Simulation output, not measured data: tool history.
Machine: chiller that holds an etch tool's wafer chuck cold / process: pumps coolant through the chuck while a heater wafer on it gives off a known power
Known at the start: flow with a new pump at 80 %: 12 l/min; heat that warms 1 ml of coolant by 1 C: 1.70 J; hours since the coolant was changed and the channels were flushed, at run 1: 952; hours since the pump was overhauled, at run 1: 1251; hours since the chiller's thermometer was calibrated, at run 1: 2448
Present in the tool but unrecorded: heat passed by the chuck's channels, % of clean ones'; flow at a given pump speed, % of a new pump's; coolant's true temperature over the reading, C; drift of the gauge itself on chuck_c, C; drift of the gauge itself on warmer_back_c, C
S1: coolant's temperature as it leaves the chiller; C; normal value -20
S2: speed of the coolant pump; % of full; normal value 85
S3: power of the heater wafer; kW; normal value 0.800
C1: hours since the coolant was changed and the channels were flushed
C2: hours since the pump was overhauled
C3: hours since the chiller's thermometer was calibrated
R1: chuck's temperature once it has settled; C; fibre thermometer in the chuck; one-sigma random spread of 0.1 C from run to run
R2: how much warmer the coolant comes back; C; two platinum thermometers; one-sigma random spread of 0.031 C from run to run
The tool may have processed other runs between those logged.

run 1 hour=0.0 | S1=-20 S2=85 S3=0.800 | C1=952 C2=1251 C3=2448 | R1=-14.7 R2=2.21
run 2 hour=42.4 | S1=-20 S2=85 S3=0.800 | C1=995 C2=1294 C3=2490 | R1=-14.9 R2=2.23
run 3 hour=78.9 | S1=-20 S2=85 S3=0.800 | C1=1031 C2=1330 C3=2527 | R1=-14.8 R2=2.25
run 4 hour=100.5 | S1=-20 S2=85 S3=0.741 | C1=1053 C2=1352 C3=2548 | R1=-15.3 R2=2.12
run 5 hour=141.6 | S1=-20 S2=85 S3=0.800 | C1=1094 C2=1393 C3=2589 | R1=-14.8 R2=2.26
run 6 hour=185.0 | S1=-20 S2=85 S3=0.800 | C1=1137 C2=1436 C3=2633 | R1=-14.8 R2=2.29
run 7 hour=209.9 | S1=-20 S2=85 S3=0.800 | C1=1162 C2=1461 C3=2658 | R1=-14.9 R2=2.26
run 8 hour=251.7 | S1=-20 S2=85 S3=0.800 | C1=1204 C2=1503 C3=2699 | R1=-14.9 R2=2.27
run 9 hour=288.5 | S1=-20 S2=85 S3=0.800 | C1=1241 C2=1540 C3=2736 | R1=-14.8 R2=2.27
run 10 hour=317.9 | S1=-20 S2=85 S3=0.800 | C1=1270 C2=1569 C3=2766 | R1=-14.7 R2=2.31
run 11 hour=347.0 | S1=-20 S2=85 S3=0.800 | C1=1299 C2=1598 C3=2795 | R1=-14.8 R2=2.26
run 12 hour=365.4 | S1=-20 S2=85 S3=0.446 | C1=1318 C2=1617 C3=2813 | R1=-17.1 R2=1.38
run 13 hour=400.5 | S1=-20 S2=85 S3=0.446 | C1=1353 C2=1652 C3=2848 | R1=-17.1 R2=1.32
run 14 hour=432.0 | S1=-20 S2=85 S3=0.498 | C1=1384 C2=1683 C3=2880 | R1=-16.6 R2=1.49

For run 15, what comes out?
run 15 hour=470.0 | S1=-16 S2=92 S3=0.800 | C1=1422 C2=1721 C3=2918 | R1=? R2=?

Logged for run 15: R1 -11.1 C, R2 2.15 C.
Were there no unlogged condition in the tool, this run, its random variation unchanged, would have produced R1 -11.1 C, R2 2.02 C.
